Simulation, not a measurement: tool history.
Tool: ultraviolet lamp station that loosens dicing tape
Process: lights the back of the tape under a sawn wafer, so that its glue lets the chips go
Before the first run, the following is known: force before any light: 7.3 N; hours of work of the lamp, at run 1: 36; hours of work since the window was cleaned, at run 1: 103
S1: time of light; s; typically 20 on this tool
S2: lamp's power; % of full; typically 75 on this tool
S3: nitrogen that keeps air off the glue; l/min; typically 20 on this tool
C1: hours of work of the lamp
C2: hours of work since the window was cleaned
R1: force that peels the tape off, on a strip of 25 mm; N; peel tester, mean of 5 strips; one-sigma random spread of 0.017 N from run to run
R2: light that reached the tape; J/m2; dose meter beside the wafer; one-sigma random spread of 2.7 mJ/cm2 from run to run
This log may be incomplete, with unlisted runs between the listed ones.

run	hour	S1	S2	S3	C1	C2	R1	R2
1	0	20	75	20	36	103	0.873	3320
2	11.1	14	75	20	42	108	1.636	2360
3	19.3	14	75	20	46	112	1.733	2310
4	27.9	14	75	20	50	116	1.616	2330
5	38.7	20	75	6	55	122	1.821	3290
6	48.4	20	75	20	60	127	0.904	3270
7	54.2	20	75	20	63	129	0.947	3350
8	63.7	20	75	20	67	134	0.928	3290
9	73.7	20	75	20	72	139	0.92	3250
10	84.1	20	75	37	77	144	0.651	3270
11	90.4	20	75	37	81	147	0.677	3270
12	96.6	13	75	37	84	150	1.417	2140
13	103.7	13	75	37	87	154	1.495	2100
14	114.3	13	75	37	92	159	1.461	2080
15	122	13	75	10	96	163	2.431	2120
16	130.3	13	75	10	100	167	2.548	2070
17	136.5	13	75	10	103	170	2.528	2050
18	147.3	20	75	20	109	175	0.933	3210
19	153.1	20	75	20	111	178	0.964	3210
20	158.6	20	75	20	114	181	0.963	3170
21	167.9	20	88	20	119	185	0.735	3770
22	173.5	20	75	16	121	188	1.137	3130
23	181.9	36	75	7	126	192	0.645	5700
24	189.6	23	95	20	129	196	0.454	4610
25	201.5	20	81	20	135	202	0.838	3390
26	208.6	20	89	16	139	205	0.827	3770
# hour 210.3: window cleaned of glue's vapour
27	216.9	19	75	22	143	3	1.088	2900
28	224.5	38	66	28	146	7	0.298	5090
29	235	38	67	24	151	12	0.308	5220
# hour 239.3: window cleaned of glue's vapour, once more
30	243.1	20	96	8	155	2	1.03	4350
31	254.6	20	96	8	161	8	0.977	4350
32	260.6	27	68	35	164	10	0.418	4140
33	272.2	27	68	35	170	16	0.405	4110
34	282.8	12	99	36	175	21	1.011	2670
35	295	12	99	36	181	27	1.022	2630
36	303.8	13	86	36	185	32	1.172	2500
37	309.6	27	74	8	188	35	0.949	4450
38	321.7	27	74	8	194	41	0.949	4400
39	327.3	22	94	17	197	43	0.526	4560
40	338.5	22	72	10	202	49	1.248	3480
41	345.3	12	72	10	206	52	2.77	1910
42	353.7	20	75	10	210	56	1.412	3280

Below are 4 alternative next runs, each starting from the tool's condition after run 42. Predict each:
A	361.9	20	75	36	214	60	?	?
B	361.9	28	68	38	214	60	?	?
C	361.9	20	75	32	214	60	?	?
D	361.9	20	84	20	214	60	?	?

run	R1	R2
A	0.665	3240
B	0.387	4180
C	0.696	3300
D	0.722	3690
Without the tool's hidden state the same runs would have given:
run	R1	R2
A	0.57	3490
B	0.33	4500
C	0.598	3550
D	0.62	3970
